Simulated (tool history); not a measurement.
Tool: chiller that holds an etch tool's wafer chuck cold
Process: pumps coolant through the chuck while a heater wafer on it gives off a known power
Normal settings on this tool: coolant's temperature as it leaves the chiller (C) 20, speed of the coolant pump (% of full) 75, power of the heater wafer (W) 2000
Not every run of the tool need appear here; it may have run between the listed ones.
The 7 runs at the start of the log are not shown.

run,hour,coolant's temperature as it leaves the chiller (C),speed of the coolant pump (% of full),power of the heater wafer (W),hours since the coolant was changed and the channels were flushed,hours since the pump was overhauled,hours since the chiller's thermometer was calibrated,chuck's temperature once it has settled (K),how much warmer the coolant comes back (C)
8,272.6,20,95,2000,4888,1862,3594,305.15,4.23
9,301.6,20,95,2000,4917,1891,3623,304.95,4.20
10,349.2,20,81,2000,4965,1939,3671,306.65,5.02
11,373.1,20,69,2000,4988,1963,3694,308.55,5.82
12,399.6,20,75,2000,5015,1989,3721,307.65,5.35
13,449.2,20,75,2000,5065,2039,3771,307.75,5.31
14,478.0,20,75,2000,5093,2068,3799,307.55,5.36
15,503.3,20,75,2210,5119,2093,3825,308.75,5.94
16,544.6,20,75,2210,5160,2134,3866,309.35,5.95
17,584.6,11,61,1621,5200,2174,3906,297.85,5.33
18,611.5,27,75,2392,5227,2201,3933,317.45,6.42
19,639.0,17,70,1067,5254,2229,3960,298.65,3.06
20,687.4,27,62,2424,5303,2277,4009,320.35,7.93
21,714.0,11,68,2337,5329,2304,4035,302.45,6.92
22,765.0,26,71,2000,5380,2355,4086,314.25,5.70
# hour 794.3: chiller's thermometer calibrated
23,794.3,20,91,2295,5409,2383,0,307.15,5.10
24,840.4,27,99,1941,5455,2429,46,311.25,3.96
25,891.3,29,75,1610,5506,2480,97,313.65,4.31
26,934.0,15,84,1817,5548,2523,140,300.05,4.41
27,984.1,15,84,1817,5599,2573,190,300.25,4.42
28,1028.6,15,83,1817,5643,2618,234,300.25,4.39
29,1062.3,13,90,1601,5677,2651,268,296.25,3.57
30,1113.2,15,94,2302,5728,2702,319,301.95,4.93
31,1163.4,15,94,2302,5778,2752,369,301.95,4.98
32,1210.7,15,94,2302,5825,2800,416,301.95,4.96

Each row is a separate what-if for the run after 32, all from the same tool condition, not one after another. Results?
A,1255.9,15,85,1811,5870,2845,462,?,?
B,1255.9,23,96,1657,5870,2845,462,?,?
C,1255.9,15,95,2302,5870,2845,462,?,?
D,1255.9,25,95,1064,5870,2845,462,?,?

run,chuck's temperature once it has settled (K),how much warmer the coolant comes back (C)
A,300.15,4.35
B,306.05,3.55
C,302.15,4.91
D,304.55,2.27
With no hidden state in the tool, these same runs would have given:
run,chuck's temperature once it has settled (K),how much warmer the coolant comes back (C)
A,298.65,4.23
B,304.75,3.46
C,300.35,4.78
D,303.55,2.21
